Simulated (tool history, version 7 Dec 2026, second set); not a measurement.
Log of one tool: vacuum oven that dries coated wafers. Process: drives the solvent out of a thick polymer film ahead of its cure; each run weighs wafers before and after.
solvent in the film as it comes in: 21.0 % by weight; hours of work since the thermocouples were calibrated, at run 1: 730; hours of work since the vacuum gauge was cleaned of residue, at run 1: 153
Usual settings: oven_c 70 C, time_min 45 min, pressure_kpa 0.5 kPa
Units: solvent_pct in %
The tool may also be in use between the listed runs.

run     day  oven_c  time_min  pressure_kpa  hours of work since the thermocouples were calibrated  hours of work since the vacuum gauge was cleaned of residue  solvent_pct
  1       0      70        45           0.5                                                    730                                                          153         2.17
  2    0.55      70        45           0.5                                                    735                                                          159         2.16
  3   1.162      70        45           0.5                                                    742                                                          165         2.13
  4   1.975      70        45           0.5                                                    750                                                          174         2.15
  5   2.742      70        45           0.5                                                    758                                                          182         2.13
  6   3.371      70        45         0.687                                                    765                                                          188         2.31
  7    4.45      70        45         0.687                                                    776                                                          199         2.36
  8       5      70        45         0.687                                                    782                                                          205         2.31
  9   6.188      70        45         1.792                                                    794                                                          217         3.52
 10   6.942      70        45         1.792                                                    802                                                          225         3.49
 11   7.488      70        45         1.792                                                    808                                                          231         3.52
 12   8.662      70        45         0.713                                                    820                                                          243         2.39
 13   9.417      70        45         0.713                                                    828                                                          251         2.37
 14   9.917      70        45           0.5                                                    833                                                          256         2.07
 15  11.092      70        45           0.5                                                    845                                                          269          2.1
     11.238  -- oven's thermocouples calibrated
 16  11.858      70        45           0.5                                                      6                                                          276            2
 17  12.354      70        45           0.5                                                     12                                                          281         1.94
 18  13.367      70        52         0.371                                                     22                                                          291         1.38
 19  13.908      70        52         0.371                                                     28                                                          297         1.43
     14.496  -- oven's thermocouples calibrated, once more
 20  15.096      70        52         0.371                                                      6                                                          309         1.66
 21  15.979      67        37         0.889                                                     15                                                          318         4.97
 22  16.762      71        29           0.5                                                     24                                                          326         4.06
 23  17.408      70        30           0.5                                                     30                                                          333         4.29
 24  18.138      70        37         0.582                                                     38                                                          340         3.34
 25  18.671      71        74         0.582                                                     44                                                          346            1
 26  19.625      73        27         1.781                                                     53                                                          356          4.8
 27  20.746      70        45         0.823                                                     65                                                          368         2.74
 28  21.379      70        70         0.287                                                     72                                                          374         0.86
 29  22.417      70        70         0.287                                                     83                                                          385         0.83
 30  23.446      70        48         0.327                                                     93                                                          396         1.98
 31  24.104      69        30         0.622                                                    100                                                          403         4.84
 32  25.233      69        30         0.622                                                    112                                                          414          4.9
 33  26.058      70        45         0.677                                                    121                                                          423         2.49
 34  26.788      70        29         0.281                                                    128                                                          431         4.37

Forecast each of these 5 alternatives for the next run:
  A  27.3      77        29         0.281                                                    134                                                          436            ?
  B  27.3      73        24         0.395                                                    134                                                          436            ?
  C  27.3      70        29         0.458                                                    134                                                          436            ?
  D  27.3      81        29         0.281                                                    134                                                          436            ?
  E  27.3      58        29         0.453                                                    134                                                          436            ?

run  solvent_pct
  A         1.66
  B         4.08
  C         4.43
  D         0.84
  E        10.32
Without the tool's hidden state the same runs would have given:
run  solvent_pct
  A         1.83
  B         4.37
  C         4.72
  D         0.92
  E        10.61
